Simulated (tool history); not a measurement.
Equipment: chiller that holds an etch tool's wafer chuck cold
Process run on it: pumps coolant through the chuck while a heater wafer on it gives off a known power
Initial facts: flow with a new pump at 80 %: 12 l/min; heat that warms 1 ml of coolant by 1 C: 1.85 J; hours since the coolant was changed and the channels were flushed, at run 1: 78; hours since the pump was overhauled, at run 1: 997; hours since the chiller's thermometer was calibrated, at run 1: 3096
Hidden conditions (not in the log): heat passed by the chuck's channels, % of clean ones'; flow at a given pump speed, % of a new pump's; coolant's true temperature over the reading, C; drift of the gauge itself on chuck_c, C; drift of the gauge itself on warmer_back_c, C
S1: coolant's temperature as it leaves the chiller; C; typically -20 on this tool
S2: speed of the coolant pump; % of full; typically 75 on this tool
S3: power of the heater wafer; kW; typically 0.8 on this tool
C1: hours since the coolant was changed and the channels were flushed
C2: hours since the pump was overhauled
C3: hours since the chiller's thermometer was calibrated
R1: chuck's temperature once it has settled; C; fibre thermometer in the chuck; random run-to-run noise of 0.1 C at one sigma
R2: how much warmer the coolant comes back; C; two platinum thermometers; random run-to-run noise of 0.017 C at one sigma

run	hour	S1	S2	S3	C1	C2	C3	R1	R2
1	0	-20	75	0.8	78	997	3096	-12.2	2.37
2	78	-20	75	0.867	156	1075	3174	-11.7	2.58
3	168.7	-20	61	0.8	247	1165	3265	-11.1	2.93
4	220.4	-20	61	0.8	298	1217	3317	-10.9	2.97
5	271.5	-20	75	0.8	349	1268	3368	-12.3	2.37
6	326.9	-20	75	0.8	405	1324	3423	-12	2.36
7	373.7	-20	75	0.8	452	1370	3470	-12.2	2.39
8	417	-20	75	0.8	495	1414	3513	-12.2	2.35
# hour 477.6: chiller's thermometer calibrated
9	494.5	-20	75	0.8	571	1490	17	-13	2.4
10	584	-20	74	0.8	661	1580	106	-12.8	2.4
11	648.3	-20	75	0.8	725	1644	171	-12.7	2.37
12	735	-13	95	0.8	812	1731	257	-6.8	1.86
13	774.4	-20	90	0.44	851	1770	297	-16.3	1.07
14	844.4	-20	90	0.44	921	1840	367	-16.5	1.09
15	888.7	-12	68	0.892	966	1884	411	-3.3	2.98
16	986.1	-12	68	0.892	1063	1982	508	-3.2	2.95
17	1063.9	-20	91	0.8	1141	2060	586	-13.5	1.97
18	1121.1	-20	91	0.687	1198	2117	643	-14.3	1.69
19	1198.4	-30	68	0.757	1275	2194	721	-22.7	2.52
20	1268.9	-13	62	0.8	1346	2265	791	-4.5	2.95
21	1360.7	-13	62	0.8	1438	2356	883	-4.5	2.93

What if the next run were any one of these 4? Each begins from the tool's condition after run 21:
A	1407.4	-13	62	1.101	1484	2403	930	?	?
B	1407.4	-27	93	0.8	1484	2403	930	?	?
C	1407.4	-13	62	0.694	1484	2403	930	?	?
D	1407.4	-22	75	0.8	1484	2403	930	?	?

run	R1	R2
A	-1.3	4.05
B	-20.6	1.96
C	-5.5	2.52
D	-14.4	2.42
Without the tool's hidden state the same runs would have given:
run	R1	R2
A	-2	3.88
B	-21.1	1.88
C	-6	2.42
D	-14.9	2.31

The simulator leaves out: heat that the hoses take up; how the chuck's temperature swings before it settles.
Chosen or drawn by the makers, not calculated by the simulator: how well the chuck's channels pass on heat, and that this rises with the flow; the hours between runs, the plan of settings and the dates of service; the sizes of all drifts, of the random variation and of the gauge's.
